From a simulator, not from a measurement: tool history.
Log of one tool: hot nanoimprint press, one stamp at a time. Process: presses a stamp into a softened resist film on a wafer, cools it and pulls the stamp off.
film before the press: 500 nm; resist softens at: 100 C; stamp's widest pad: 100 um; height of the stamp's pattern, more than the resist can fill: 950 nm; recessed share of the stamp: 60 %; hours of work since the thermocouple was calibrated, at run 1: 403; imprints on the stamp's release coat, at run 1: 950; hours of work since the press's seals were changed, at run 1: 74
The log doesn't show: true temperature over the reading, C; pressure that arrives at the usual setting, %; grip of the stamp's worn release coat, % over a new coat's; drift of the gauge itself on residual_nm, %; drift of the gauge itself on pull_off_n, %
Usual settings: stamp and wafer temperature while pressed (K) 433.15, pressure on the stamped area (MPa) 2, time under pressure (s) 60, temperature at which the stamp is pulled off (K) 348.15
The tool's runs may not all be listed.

run	hour	stamp and wafer temperature while pressed (K)	pressure on the stamped area (MPa)	time under pressure (s)	temperature at which the stamp is pulled off (K)	hours of work since the thermocouple was calibrated	imprints on the stamp's release coat	hours of work since the press's seals were changed	resist left under the stamp's widest pad (angstrom)	greatest force while the stamp is pulled off (N)
1	0	433.15	2	60	348.15	403	950	74	2157	157
2	51.4	433.15	2	60	348.15	430	1077	101	2161	155
3	117.8	433.15	2	60	348.15	466	1242	137	2152	157
# hour 131: plate thermocouple calibrated
4	186.2	433.15	2	60	348.15	29	1403	172	2153	155
5	238.9	433.15	1.71	60	348.15	57	1534	200	2328	159
# hour 293.3: stamp cleaned and given a new release coat
6	295.9	433.15	1.71	60	348.15	85	6	227	2317	154
7	336	433.15	1.71	60	348.15	106	105	248	2341	157
8	390.1	433.15	1.71	60	348.15	135	239	277	2335	155
9	452.6	433.15	2.13	60	348.15	168	394	310	2085	155
10	502	433.15	2	60	348.15	194	516	336	2159	148
11	547.6	433.15	2	60	355.15	219	629	361	2149	136
12	587.1	433.15	2	37	348.15	240	727	382	2536	160
13	615.2	433.15	1.74	60	348.15	255	796	397	2300	154
14	660.6	433.15	1.74	60	348.15	279	909	421	2308	157
15	708.2	433.15	1.74	60	348.15	304	1026	446	2310	153
16	748.7	433.15	1.74	60	348.15	326	1127	468	2300	161
17	791.3	433.15	2	60	334.15	348	1232	490	2143	190
18	857.9	433.15	2	60	334.15	384	1397	526	2160	199
19	898.1	434.15	2	60	348.15	405	1497	547	2052	159
# hour 965.5: stamp cleaned and given a new release coat
20	966.1	436.15	1.87	50	342.15	438	1	580	2038	173
21	1002.8	436.15	1.84	50	342.15	458	92	600	2050	176
# hour 1030.3: plate thermocouple calibrated
22	1052.3	435.15	2	60	345.15	12	207	625	1944	165
23	1108.3	435.15	2	60	345.15	42	346	654	1944	164
24	1156.3	435.15	2	60	345.15	67	465	680	1937	170
25	1197.8	444.15	2	32	345.15	89	567	702	1583	164
26	1252.4	427.15	1.93	32	349.15	118	702	731	3542	158
27	1289.7	429.15	2.62	60	335.15	138	795	751	2333	191
28	1324.3	433.15	1.47	59	348.15	157	880	769	2512	159
29	1387.3	433.15	1.43	69	348.15	190	1036	803	2429	157
30	1441.2	433.15	1.43	69	348.15	219	1170	832	2418	158
31	1498.5	434.15	1.43	69	348.15	249	1312	862	2297	159

Forecast each of these 3 alternatives for the next run:
A	1531.2	433.15	2	60	348.15	267	1393	879	?	?
B	1531.2	433.15	1.27	60	348.15	267	1393	879	?	?
C	1531.2	434.15	1.43	69	346.15	267	1393	879	?	?

run	resist left under the stamp's widest pad (angstrom)	greatest force while the stamp is pulled off (N)
A	2146	163
B	2678	158
C	2293	162
Without the tool's hidden state the same runs would have given:
run	resist left under the stamp's widest pad (angstrom)	greatest force while the stamp is pulled off (N)
A	2145	162
B	2677	157
C	2293	161
